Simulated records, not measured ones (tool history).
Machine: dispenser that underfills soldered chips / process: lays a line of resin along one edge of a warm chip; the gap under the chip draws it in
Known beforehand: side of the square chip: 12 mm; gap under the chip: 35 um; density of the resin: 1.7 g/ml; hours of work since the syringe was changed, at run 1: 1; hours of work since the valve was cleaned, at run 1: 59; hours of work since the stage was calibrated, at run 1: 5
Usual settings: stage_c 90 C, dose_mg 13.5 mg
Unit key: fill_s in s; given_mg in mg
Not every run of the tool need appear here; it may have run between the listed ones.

run,hour,stage_c,dose_mg,hours of work since the syringe was changed,hours of work since the valve was cleaned,hours of work since the stage was calibrated,fill_s,given_mg
1,0,90,13.5,1,59,5,150.4,13.02
2,2,90,13.5,2,60,6,170,13.14
3,5.7,90,13.5,4,62,8,208.2,13.1
# hour 10.4: new syringe of resin
4,10.6,90,13.5,0,65,11,151.2,13.01
5,12.9,86,13.5,2,67,12,191.3,13.09
6,15.5,86,13.5,3,68,14,218.4,13.19
7,17.6,86,13.5,5,70,15,245.4,12.98
# hour 21.8: new syringe of resin
8,21.9,95,16.7,0,72,18,125.5,16.06
9,25,94,16.7,2,74,20,151.3,16.05
10,28.3,94,16.7,4,76,22,179.7,15.97
11,30.2,104,13.3,5,77,23,152.2,12.8
12,32.6,86,13.5,7,79,25,291,13
# hour 33.6: new syringe of resin
13,35.2,84,13.5,1,80,26,191.9,12.89
14,37.8,84,13.5,3,82,28,217,13.01

Selected run-to-run steps in fill_s, each split into two signed amounts: the part the tool would show with no hidden state at all (from settings, incoming material and random variation), and the remainder, which goes to the hidden state together with any gauge scatter not common to the measured and the hidden-state-free results:
Hidden conditions of the tool in this case: resin's viscosity, % of fresh resin's; dose that the valve gives, % of what is set; true chip temperature over the reading, C; drift of the gauge itself on fill_s, %; drift of the gauge itself on given_mg, %.
Run 11 -> 12: stage_c 104 -> 86, dose_mg 13.3 -> 13.5. fill_s +138.8 s: hidden state +72.5, all else +66.3.
Run 12 -> 13: stage_c 86 -> 84, new syringe of resin. fill_s -99.1 s: hidden state -109.4, all else +10.3.
